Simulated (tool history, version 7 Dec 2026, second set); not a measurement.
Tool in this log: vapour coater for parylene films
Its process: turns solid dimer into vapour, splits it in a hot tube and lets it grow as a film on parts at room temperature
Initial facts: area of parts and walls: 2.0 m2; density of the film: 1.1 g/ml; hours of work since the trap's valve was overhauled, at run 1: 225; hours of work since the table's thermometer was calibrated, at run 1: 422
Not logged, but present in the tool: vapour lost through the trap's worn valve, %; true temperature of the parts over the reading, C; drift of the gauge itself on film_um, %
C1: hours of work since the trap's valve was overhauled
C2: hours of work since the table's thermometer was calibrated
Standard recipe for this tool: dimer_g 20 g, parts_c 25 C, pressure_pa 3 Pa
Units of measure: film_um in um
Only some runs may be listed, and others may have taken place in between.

run 1 hour=0 | dimer_g=20 parts_c=25 pressure_pa=3 | C1=225 C2=422 | film_um=6
run 2 hour=11.3 | dimer_g=20 parts_c=25 pressure_pa=7.3 | C1=232 C2=429 | film_um=5.47
-- hour=24.9 trap's valve overhauled
run 3 hour=31.1 | dimer_g=20 parts_c=25 pressure_pa=7.3 | C1=4 C2=439 | film_um=6.29
run 4 hour=47.6 | dimer_g=20 parts_c=25 pressure_pa=7.3 | C1=15 C2=450 | film_um=6.28
run 5 hour=58.1 | dimer_g=20 parts_c=25 pressure_pa=7.3 | C1=21 C2=457 | film_um=6.25
run 6 hour=72.7 | dimer_g=20 parts_c=25 pressure_pa=7.3 | C1=31 C2=466 | film_um=6.09
run 7 hour=82.2 | dimer_g=20 parts_c=25 pressure_pa=7.3 | C1=37 C2=472 | film_um=6.2
run 8 hour=95.6 | dimer_g=20 parts_c=25 pressure_pa=7.3 | C1=46 C2=481 | film_um=6.07
run 9 hour=103.1 | dimer_g=20 parts_c=25 pressure_pa=7.3 | C1=51 C2=486 | film_um=6.04
run 10 hour=111.7 | dimer_g=20 parts_c=25 pressure_pa=3 | C1=56 C2=491 | film_um=6.63
run 11 hour=119.6 | dimer_g=20 parts_c=25 pressure_pa=3 | C1=61 C2=496 | film_um=6.61
run 12 hour=128.4 | dimer_g=20 parts_c=25 pressure_pa=3 | C1=67 C2=502 | film_um=6.61
run 13 hour=136.9 | dimer_g=20 parts_c=25 pressure_pa=11.59 | C1=72 C2=508 | film_um=5.75
run 14 hour=150.5 | dimer_g=20 parts_c=25 pressure_pa=3 | C1=81 C2=517 | film_um=6.53
run 15 hour=159.1 | dimer_g=20 parts_c=25 pressure_pa=3 | C1=87 C2=522 | film_um=6.48
run 16 hour=173.5 | dimer_g=12 parts_c=25 pressure_pa=3 | C1=96 C2=531 | film_um=3.86
run 17 hour=184.9 | dimer_g=20 parts_c=25 pressure_pa=3 | C1=104 C2=539 | film_um=6.39
run 18 hour=199.2 | dimer_g=10 parts_c=25 pressure_pa=3 | C1=113 C2=548 | film_um=3.17
run 19 hour=216.5 | dimer_g=10 parts_c=25 pressure_pa=3 | C1=124 C2=559 | film_um=3.18
run 20 hour=226.3 | dimer_g=10 parts_c=25 pressure_pa=3 | C1=130 C2=566 | film_um=3.24
run 21 hour=236.2 | dimer_g=20 parts_c=25 pressure_pa=3 | C1=137 C2=572 | film_um=6.28
run 22 hour=248.6 | dimer_g=20 parts_c=25 pressure_pa=3 | C1=145 C2=580 | film_um=6.3
run 23 hour=262.8 | dimer_g=20 parts_c=25 pressure_pa=3 | C1=154 C2=589 | film_um=6.21
run 24 hour=272.2 | dimer_g=20 parts_c=25 pressure_pa=3 | C1=160 C2=595 | film_um=6.12
run 25 hour=283.4 | dimer_g=20 parts_c=25 pressure_pa=11.83 | C1=167 C2=603 | film_um=5.53
run 26 hour=290.9 | dimer_g=28 parts_c=26 pressure_pa=6.58 | C1=172 C2=607 | film_um=7.84
run 27 hour=305.7 | dimer_g=26 parts_c=25 pressure_pa=2.3 | C1=182 C2=617 | film_um=8.26
run 28 hour=317.2 | dimer_g=20 parts_c=22 pressure_pa=11.77 | C1=189 C2=624 | film_um=5.84
run 29 hour=332.3 | dimer_g=20 parts_c=22 pressure_pa=11.77 | C1=199 C2=634 | film_um=5.85
run 30 hour=347.7 | dimer_g=20 parts_c=22 pressure_pa=11.77 | C1=209 C2=644 | film_um=5.8
run 31 hour=364.2 | dimer_g=20 parts_c=22 pressure_pa=11.77 | C1=220 C2=655 | film_um=5.73
run 32 hour=381 | dimer_g=20 parts_c=22 pressure_pa=11.77 | C1=230 C2=666 | film_um=5.71
-- hour=396.5 trap's valve overhauled
run 33 hour=397.4 | dimer_g=20 parts_c=22 pressure_pa=11.77 | C1=1 C2=674 | film_um=6.62
run 34 hour=408.5 | dimer_g=9 parts_c=25 pressure_pa=3 | C1=8 C2=681 | film_um=3.04
run 35 hour=425.3 | dimer_g=14 parts_c=32 pressure_pa=4.86 | C1=19 C2=692 | film_um=3.66
run 36 hour=441.6 | dimer_g=14 parts_c=25 pressure_pa=7.92 | C1=29 C2=702 | film_um=4.28
run 37 hour=456.6 | dimer_g=33 parts_c=25 pressure_pa=3 | C1=39 C2=712 | film_um=11.06
run 38 hour=469.9 | dimer_g=33 parts_c=25 pressure_pa=3 | C1=48 C2=721 | film_um=11.04
run 39 hour=487.1 | dimer_g=33 parts_c=25 pressure_pa=3 | C1=59 C2=732 | film_um=11
run 40 hour=498.3 | dimer_g=33 parts_c=25 pressure_pa=3 | C1=66 C2=739 | film_um=10.74
run 41 hour=508.3 | dimer_g=33 parts_c=25 pressure_pa=3 | C1=72 C2=746 | film_um=10.82
run 42 hour=515.2 | dimer_g=33 parts_c=21 pressure_pa=10.25 | C1=77 C2=750 | film_um=10.89
run 43 hour=527.6 | dimer_g=33 parts_c=26 pressure_pa=2.34 | C1=85 C2=758 | film_um=10.65
run 44 hour=534.9 | dimer_g=30 parts_c=25 pressure_pa=9.4 | C1=90 C2=763 | film_um=8.74
run 45 hour=550.3 | dimer_g=30 parts_c=25 pressure_pa=9.4 | C1=100 C2=773 | film_um=8.75
run 46 hour=566.3 | dimer_g=20 parts_c=26 pressure_pa=3 | C1=110 C2=783 | film_um=6.23
run 47 hour=583 | dimer_g=8 parts_c=30 pressure_pa=7.84 | C1=121 C2=794 | film_um=1.97

Below, some changes in film_um between adjacent runs. For each, the amount present without the hidden state too (settings, incoming material, random variation) and the amount remaining for the hidden state with gauge scatter not shared by both compared results:
Run 2 -> 3: trap's valve overhauled. film_um +0.82 um: hidden state +0.8, all else +0.02.
Run 20 -> 21: dimer_g 10 -> 20. film_um +3.04 um: hidden state -0.33, all else +3.37.
Run 32 -> 33: trap's valve overhauled. film_um +0.91 um: hidden state +0.88, all else +0.03.
Run 33 -> 34: dimer_g 20 -> 9, parts_c 22 -> 25, pressure_pa 11.77 -> 3. film_um -3.58 um: hidden state +0.03, all else -3.61.
Run 36 -> 37: dimer_g 14 -> 33, pressure_pa 7.92 -> 3. film_um +6.78 um: hidden state -0.27, all else +7.05.
Run 46 -> 47: dimer_g 20 -> 8, parts_c 26 -> 30, pressure_pa 3 -> 7.84. film_um -4.26 um: hidden state +0.33, all else -4.59.

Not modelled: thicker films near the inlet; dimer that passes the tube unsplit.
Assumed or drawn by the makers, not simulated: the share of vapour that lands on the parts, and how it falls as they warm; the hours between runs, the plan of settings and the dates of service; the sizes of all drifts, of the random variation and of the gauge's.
